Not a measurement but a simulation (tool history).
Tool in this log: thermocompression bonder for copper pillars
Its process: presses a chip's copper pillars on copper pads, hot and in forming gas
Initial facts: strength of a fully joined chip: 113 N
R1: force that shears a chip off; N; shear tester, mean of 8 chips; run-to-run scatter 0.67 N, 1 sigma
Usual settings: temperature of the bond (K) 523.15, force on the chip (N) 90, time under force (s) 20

Run 1, hour 0.0: usual settings. Result: R1 59.2 N.
Run 2, hour 22.4: usual settings. Result: R1 58.2 N.
Run 3, hour 36.6: usual settings but force on the chip (N) 63. Result: R1 41.7 N.
Run 4, hour 59.1: usual settings but force on the chip (N) 63. Result: R1 40.8 N.
Run 5, hour 71.3: usual settings but force on the chip (N) 63. Result: R1 40.6 N.
At hour 75.1: heater calibrated with a thermocouple chip.
At hour 75.6: forming gas filter changed.
Run 6, hour 89.4: usual settings but force on the chip (N) 63. Result: R1 46.3 N.
Run 7, hour 101.2: usual settings. Result: R1 61.9 N.
Run 8, hour 114.5: usual settings. Result: R1 64.8 N.
Run 9, hour 133.1: usual settings. Result: R1 63.8 N.
Run 10, hour 155.5: usual settings but temperature of the bond (K) 505.15, force on the chip (N) 109. Result: R1 63.6 N.
Run 11, hour 176.0: usual settings but temperature of the bond (K) 505.15, force on the chip (N) 109. Result: R1 64.5 N.
Run 12, hour 198.3: usual settings but temperature of the bond (K) 553.15, force on the chip (N) 62, time under force (s) 48. Result: R1 75.7 N.
At hour 209.2: heater calibrated with a thermocouple chip, once more.
Run 13, hour 214.9: usual settings but temperature of the bond (K) 553.15, force on the chip (N) 78, time under force (s) 11. Result: R1 56.5 N.
Run 14, hour 225.5: usual settings but force on the chip (N) 77. Result: R1 51.8 N.
Run 15, hour 237.7: usual settings but force on the chip (N) 77. Result: R1 52.3 N.
Run 16, hour 258.4: usual settings but temperature of the bond (K) 498.15, force on the chip (N) 109, time under force (s) 25. Result: R1 59.3 N.
Run 17, hour 275.1: usual settings but temperature of the bond (K) 500.15, force on the chip (N) 109, time under force (s) 25. Result: R1 61.6 N.
Run 18, hour 286.2: usual settings but force on the chip (N) 75, time under force (s) 10. Result: R1 38.9 N.

Alternative continuations, all from the tool just after run 18; predict every row:
Run A, hour 308.9: usual settings but temperature of the bond (K) 520.15, time under force (s) 16. Result: R1 ?.
Run B, hour 308.9: usual settings but temperature of the bond (K) 519.15, force on the chip (N) 86, time under force (s) 32. Result: R1 ?.
Run C, hour 308.9: usual settings but force on the chip (N) 100, time under force (s) 10. Result: R1 ?.
Run D, hour 308.9: usual settings but temperature of the bond (K) 494.15, force on the chip (N) 75, time under force (s) 10. Result: R1 ?.
Run E, hour 308.9: usual settings but temperature of the bond (K) 511.15, time under force (s) 44. Result: R1 ?.

run    R1
  A  53.6
  B  63.3
  C  51.1
  D  27.4
  E  67.0
What these runs would have given with no unlogged condition in the tool:
run    R1
  A  56.1
  B  66.2
  C  53.4
  D  28.6
  E  70.1
